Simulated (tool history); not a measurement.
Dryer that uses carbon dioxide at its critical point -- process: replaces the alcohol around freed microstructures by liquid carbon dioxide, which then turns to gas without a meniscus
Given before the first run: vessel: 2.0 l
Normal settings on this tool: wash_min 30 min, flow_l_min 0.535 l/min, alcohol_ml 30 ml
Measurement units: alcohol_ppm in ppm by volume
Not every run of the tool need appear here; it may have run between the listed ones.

Run 1, hour 0.0: usual settings. Result: alcohol_ppm 56 ppm by volume.
Run 2, hour 17.4: usual settings. Result: alcohol_ppm 58 ppm by volume.
Run 3, hour 25.4: usual settings. Result: alcohol_ppm 58 ppm by volume.
Run 4, hour 34.1: usual settings. Result: alcohol_ppm 63 ppm by volume.
Run 5, hour 48.4: usual settings. Result: alcohol_ppm 65 ppm by volume.
Run 6, hour 57.2: usual settings but alcohol_ml 31 ml. Result: alcohol_ppm 63 ppm by volume.
Run 7, hour 65.1: usual settings. Result: alcohol_ppm 65 ppm by volume.
Run 8, hour 83.2: usual settings but wash_min 46 min. Result: alcohol_ppm 32 ppm by volume.
Run 9, hour 100.4: usual settings but wash_min 32 min. Result: alcohol_ppm 57 ppm by volume.
Run 10, hour 117.3: usual settings but alcohol_ml 117 ml. Result: alcohol_ppm 150 ppm by volume.
Run 11, hour 127.1: usual settings. Result: alcohol_ppm 73 ppm by volume.
Run 12, hour 144.5: usual settings. Result: alcohol_ppm 69 ppm by volume.
Run 13, hour 156.1: usual settings. Result: alcohol_ppm 72 ppm by volume.
Run 14, hour 166.1: usual settings. Result: alcohol_ppm 75 ppm by volume.
Run 15, hour 184.1: usual settings. Result: alcohol_ppm 72 ppm by volume.
Run 16, hour 198.8: usual settings. Result: alcohol_ppm 69 ppm by volume.
Run 17, hour 214.6: usual settings. Result: alcohol_ppm 57 ppm by volume.
Run 18, hour 225.2: usual settings. Result: alcohol_ppm 81 ppm by volume.
Run 19, hour 238.8: usual settings. Result: alcohol_ppm 74 ppm by volume.
Run 20, hour 255.5: usual settings but wash_min 18 min, flow_l_min 0.868 l/min, alcohol_ml 36 ml. Result: alcohol_ppm 83 ppm by volume.
Run 21, hour 272.6: usual settings but wash_min 27 min, flow_l_min 0.649 l/min, alcohol_ml 34 ml. Result: alcohol_ppm 66 ppm by volume.
Run 22, hour 289.4: usual settings but wash_min 27 min, flow_l_min 0.649 l/min, alcohol_ml 34 ml. Result: alcohol_ppm 62 ppm by volume.
Run 23, hour 300.0: usual settings but wash_min 21 min, flow_l_min 0.456 l/min. Result: alcohol_ppm 440 ppm by volume.
Run 24, hour 314.2: usual settings but wash_min 21 min, flow_l_min 0.456 l/min. Result: alcohol_ppm 454 ppm by volume.
Run 25, hour 325.5: usual settings but wash_min 32 min, flow_l_min 0.381 l/min, alcohol_ml 57 ml. Result: alcohol_ppm 348 ppm by volume.
Run 26, hour 339.4: usual settings but wash_min 32 min, flow_l_min 0.381 l/min, alcohol_ml 57 ml. Result: alcohol_ppm 356 ppm by volume.
Run 27, hour 352.8: usual settings but wash_min 32 min, flow_l_min 0.381 l/min, alcohol_ml 57 ml. Result: alcohol_ppm 357 ppm by volume.
Run 28, hour 364.7: usual settings but wash_min 20 min, flow_l_min 0.343 l/min, alcohol_ml 107 ml. Result: alcohol_ppm 4241 ppm by volume.
Run 29, hour 373.9: usual settings but wash_min 20 min, flow_l_min 0.343 l/min, alcohol_ml 107 ml. Result: alcohol_ppm 4291 ppm by volume.
Run 30, hour 381.2: usual settings but wash_min 20 min, flow_l_min 0.343 l/min, alcohol_ml 107 ml. Result: alcohol_ppm 4265 ppm by volume.
Run 31, hour 396.6: usual settings but wash_min 24 min, flow_l_min 0.844 l/min, alcohol_ml 38 ml. Result: alcohol_ppm 53 ppm by volume.
Run 32, hour 409.4: usual settings but wash_min 26 min, flow_l_min 0.703 l/min, alcohol_ml 23 ml. Result: alcohol_ppm 65 ppm by volume.
Run 33, hour 417.6: usual settings but wash_min 33 min, flow_l_min 0.711 l/min, alcohol_ml 21 ml. Result: alcohol_ppm 58 ppm by volume.
Run 34, hour 432.8: usual settings but wash_min 33 min, flow_l_min 0.828 l/min, alcohol_ml 37 ml. Result: alcohol_ppm 53 ppm by volume.
Run 35, hour 442.2: usual settings but wash_min 37 min, flow_l_min 0.810 l/min. Result: alcohol_ppm 50 ppm by volume.

Per-run results on a tool with no hidden state, each run keeping its own random variation:
The tool's hidden condition here consists of: flow that reaches the vessel past the clogged filter, %; alcohol in the recycled carbon dioxide, ppm; drift of the gauge itself on alcohol_ppm, %.
run  alcohol_ppm
  1           24
  2           26
  3           26
  4           30
  5           31
  6           28
  7           29
  8            0
  9           22
 10           96
 11           33
 12           29
 13           32
 14           34
 15           29
 16           26
 17           14
 18           36
 19           28
 20           35
 21           22
 22           16
 23          336
 24          344
 25          243
 26          249
 27          248
 28         3663
 29         3699
 30         3672
 31            6
 32           16
 33           12
 34            7
 35            2
